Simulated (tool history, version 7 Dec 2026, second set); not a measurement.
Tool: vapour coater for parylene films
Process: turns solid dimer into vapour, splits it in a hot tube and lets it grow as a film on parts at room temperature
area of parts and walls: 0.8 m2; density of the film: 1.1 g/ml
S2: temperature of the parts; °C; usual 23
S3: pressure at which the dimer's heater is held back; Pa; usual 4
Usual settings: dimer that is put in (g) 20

{"run": 1, "hour": 0.0, "dimer that is put in (g)": 20, "S2": 23, "S3": 4, "thickness of the film (µm)": 18.17}
{"run": 2, "hour": 25.7, "dimer that is put in (g)": 20, "S2": 23, "S3": 4, "thickness of the film (µm)": 18}
{"run": 3, "hour": 50.0, "dimer that is put in (g)": 20, "S2": 23, "S3": 4, "thickness of the film (µm)": 17.96}
{"run": 4, "hour": 72.4, "dimer that is put in (g)": 20, "S2": 23, "S3": 4, "thickness of the film (µm)": 18.01}
{"run": 5, "hour": 87.2, "dimer that is put in (g)": 20, "S2": 23, "S3": 4, "thickness of the film (µm)": 17.82}
{"run": 6, "hour": 112.4, "dimer that is put in (g)": 20, "S2": 23, "S3": 4, "thickness of the film (µm)": 17.89}
{"run": 7, "hour": 126.3, "dimer that is put in (g)": 20, "S2": 23, "S3": 4, "thickness of the film (µm)": 17.83}
{"run": 8, "hour": 138.8, "dimer that is put in (g)": 20, "S2": 23, "S3": 4, "thickness of the film (µm)": 17.66}
{"run": 9, "hour": 162.1, "dimer that is put in (g)": 8, "S2": 16, "S3": 4, "thickness of the film (µm)": 8.31}
{"run": 10, "hour": 181.4, "dimer that is put in (g)": 26, "S2": 23, "S3": 4, "thickness of the film (µm)": 22.8}
{"hour": 194.5, "done": "trap's valve overhauled"}
{"run": 11, "hour": 211.0, "dimer that is put in (g)": 26, "S2": 23, "S3": 4, "thickness of the film (µm)": 24.53}
{"run": 12, "hour": 227.9, "dimer that is put in (g)": 11, "S2": 25, "S3": 4, "thickness of the film (µm)": 9.77}
{"run": 13, "hour": 240.7, "dimer that is put in (g)": 31, "S2": 17, "S3": 6.56, "thickness of the film (µm)": 33.34}

The next listed run, before its measurement:
{"run": 14, "hour": 257.8, "dimer that is put in (g)": 11, "S2": 24, "S3": 2.42, "thickness of the film (µm)": "?"}

Run 14 gave thickness of the film (µm) 10.52.
Without the tool's hidden state the same run would have given thickness of the film (µm) 10.18.
